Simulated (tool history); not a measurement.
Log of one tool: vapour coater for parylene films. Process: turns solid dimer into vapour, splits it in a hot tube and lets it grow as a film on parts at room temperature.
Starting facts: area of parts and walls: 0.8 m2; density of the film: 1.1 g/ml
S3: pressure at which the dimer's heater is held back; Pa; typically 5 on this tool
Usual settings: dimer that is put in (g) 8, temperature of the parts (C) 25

run 1 hour=0 | dimer_that_is_put_in_(g)=8 temperature_of_the_parts_(C)=25 S3=5 | thickness_of_the_film_(um)=4.19
run 2 hour=10.8 | dimer_that_is_put_in_(g)=8 temperature_of_the_parts_(C)=25 S3=5 | thickness_of_the_film_(um)=4.17
run 3 hour=19.1 | dimer_that_is_put_in_(g)=8 temperature_of_the_parts_(C)=25 S3=5 | thickness_of_the_film_(um)=4.2
run 4 hour=29.5 | dimer_that_is_put_in_(g)=8 temperature_of_the_parts_(C)=25 S3=5 | thickness_of_the_film_(um)=4.2
run 5 hour=36.3 | dimer_that_is_put_in_(g)=8 temperature_of_the_parts_(C)=25 S3=5 | thickness_of_the_film_(um)=4.17
run 6 hour=42.7 | dimer_that_is_put_in_(g)=8 temperature_of_the_parts_(C)=25 S3=5 | thickness_of_the_film_(um)=4.2
run 7 hour=50.5 | dimer_that_is_put_in_(g)=8 temperature_of_the_parts_(C)=25 S3=5 | thickness_of_the_film_(um)=4.17
run 8 hour=60.6 | dimer_that_is_put_in_(g)=8 temperature_of_the_parts_(C)=25 S3=5 | thickness_of_the_film_(um)=4.18
run 9 hour=68.5 | dimer_that_is_put_in_(g)=8 temperature_of_the_parts_(C)=25 S3=2.39 | thickness_of_the_film_(um)=4.63
run 10 hour=78.1 | dimer_that_is_put_in_(g)=8 temperature_of_the_parts_(C)=25 S3=2.39 | thickness_of_the_film_(um)=4.66
run 11 hour=88.3 | dimer_that_is_put_in_(g)=6 temperature_of_the_parts_(C)=26 S3=3.04 | thickness_of_the_film_(um)=3.25
run 12 hour=100.2 | dimer_that_is_put_in_(g)=10 temperature_of_the_parts_(C)=23 S3=3.04 | thickness_of_the_film_(um)=6.02
run 13 hour=108 | dimer_that_is_put_in_(g)=6 temperature_of_the_parts_(C)=23 S3=3.19 | thickness_of_the_film_(um)=3.59
run 14 hour=122.2 | dimer_that_is_put_in_(g)=6 temperature_of_the_parts_(C)=23 S3=3.19 | thickness_of_the_film_(um)=3.58
run 15 hour=131.4 | dimer_that_is_put_in_(g)=11 temperature_of_the_parts_(C)=25 S3=4.23 | thickness_of_the_film_(um)=5.82
run 16 hour=146.5 | dimer_that_is_put_in_(g)=8 temperature_of_the_parts_(C)=36 S3=4.46 | thickness_of_the_film_(um)=2.81
run 17 hour=153.1 | dimer_that_is_put_in_(g)=4 temperature_of_the_parts_(C)=23 S3=7.25 | thickness_of_the_film_(um)=2.12
run 18 hour=165.1 | dimer_that_is_put_in_(g)=7 temperature_of_the_parts_(C)=18 S3=2.99 | thickness_of_the_film_(um)=5.05
run 19 hour=173.2 | dimer_that_is_put_in_(g)=7 temperature_of_the_parts_(C)=18 S3=2.99 | thickness_of_the_film_(um)=5.03
run 20 hour=181.3 | dimer_that_is_put_in_(g)=14 temperature_of_the_parts_(C)=25 S3=7.8 | thickness_of_the_film_(um)=6.74

Alternative continuations, all from the tool just after run 20; predict every row:
run A hour=188.4 | dimer_that_is_put_in_(g)=7 temperature_of_the_parts_(C)=35 S3=5 | thickness_of_the_film_(um)=?
run B hour=188.4 | dimer_that_is_put_in_(g)=5 temperature_of_the_parts_(C)=25 S3=5 | thickness_of_the_film_(um)=?
run C hour=188.4 | dimer_that_is_put_in_(g)=10 temperature_of_the_parts_(C)=26 S3=11.94 | thickness_of_the_film_(um)=?
run D hour=188.4 | dimer_that_is_put_in_(g)=3 temperature_of_the_parts_(C)=22 S3=8.67 | thickness_of_the_film_(um)=?

run=A thickness_of_the_film_(um)=2.52
run=B thickness_of_the_film_(um)=2.6
run=C thickness_of_the_film_(um)=4.4
run=D thickness_of_the_film_(um)=1.62
Take away the tool's hidden state, keep each run's random variation, and the runs would have read:
run=A thickness_of_the_film_(um)=2.55
run=B thickness_of_the_film_(um)=2.63
run=C thickness_of_the_film_(um)=4.45
run=D thickness_of_the_film_(um)=1.64
